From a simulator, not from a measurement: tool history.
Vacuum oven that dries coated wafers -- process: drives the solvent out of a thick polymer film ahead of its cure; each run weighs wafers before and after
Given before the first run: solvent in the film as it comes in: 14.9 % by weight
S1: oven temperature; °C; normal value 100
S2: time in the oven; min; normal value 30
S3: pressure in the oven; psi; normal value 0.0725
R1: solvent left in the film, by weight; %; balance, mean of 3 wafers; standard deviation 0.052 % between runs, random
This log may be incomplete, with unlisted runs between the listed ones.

run	hour	S1	S2	S3	R1
1	0	100	30	0.0725	1.5
2	24.9	100	30	0.0725	1.43
3	48.2	100	30	0.0725	1.52
4	68.5	100	30	0.0725	1.53
5	81.6	100	30	0.0725	1.56
6	105	100	19	0.0725	2.94
7	129.3	100	19	0.0725	2.89
8	145	102	30	0.0725	1.19
9	171.1	102	30	0.0725	1.2
10	197.1	102	30	0.0725	1.19
11	222.6	102	30	0.0725	1.09
12	241.8	102	30	0.0725	1.16
13	265	102	30	0.0725	1.09
14	292.3	102	30	0.0725	1.19
15	310.4	102	30	0.0725	1.16
16	322.2	102	30	0.0725	1.25
17	349.7	102	30	0.0725	1.22
18	370.8	99	30	0.0725	1.83
19	385.1	100	30	0.0725	1.6
20	406.7	100	21	0.0725	2.65
21	422	100	21	0.0725	2.55
22	447.4	112	30	0.0725	0.4
23	463	112	30	0.1217	0.53
24	476.7	100	27	0.0512	1.66
25	504.1	100	31	0.2345	2.36
26	526.3	104	18	0.1114	2.39
27	551.3	105	30	0.1456	1.22
28	562.5	105	30	0.1456	1.11
29	589.4	92	32	0.0725	3.46
30	609	97	42	0.1163	1.53
31	629.6	106	23	0.0505	1.02
32	655	92	30	0.1671	4.17
33	668.1	86	18	0.0795	7.69
34	692.5	86	18	0.0795	7.69
35	711.2	86	18	0.0795	7.79
36	727.8	86	18	0.0795	7.56
37	754.5	86	18	0.0795	7.82
38	774.1	105	21	0.225	2.32
39	789.8	105	21	0.225	2.15
40	811.9	105	21	0.0785	1.61
41	826.2	86	21	0.0416	7.07
42	853.4	87	40	0.0518	4.02
43	864.8	114	38	0.2425	0.96
44	882.5	110	20	0.0725	0.86
45	897.6	100	37	0.069	1.15
46	921.6	108	41	0.2669	1.28

Forecast each of these 5 alternatives for the next run:
A	945.6	100	39	0.0589	?
B	945.6	104	18	0.0424	?
C	945.6	96	30	0.1697	?
D	945.6	87	30	0.1095	?
E	945.6	91	49	0.0426	?

run	R1
A	1.06
B	2.22
C	3.05
D	5.55
E	2.07
What these runs would have given with no unlogged condition in the tool:
run	R1
A	0.81
B	1.87
C	2.65
D	5.06
E	1.67
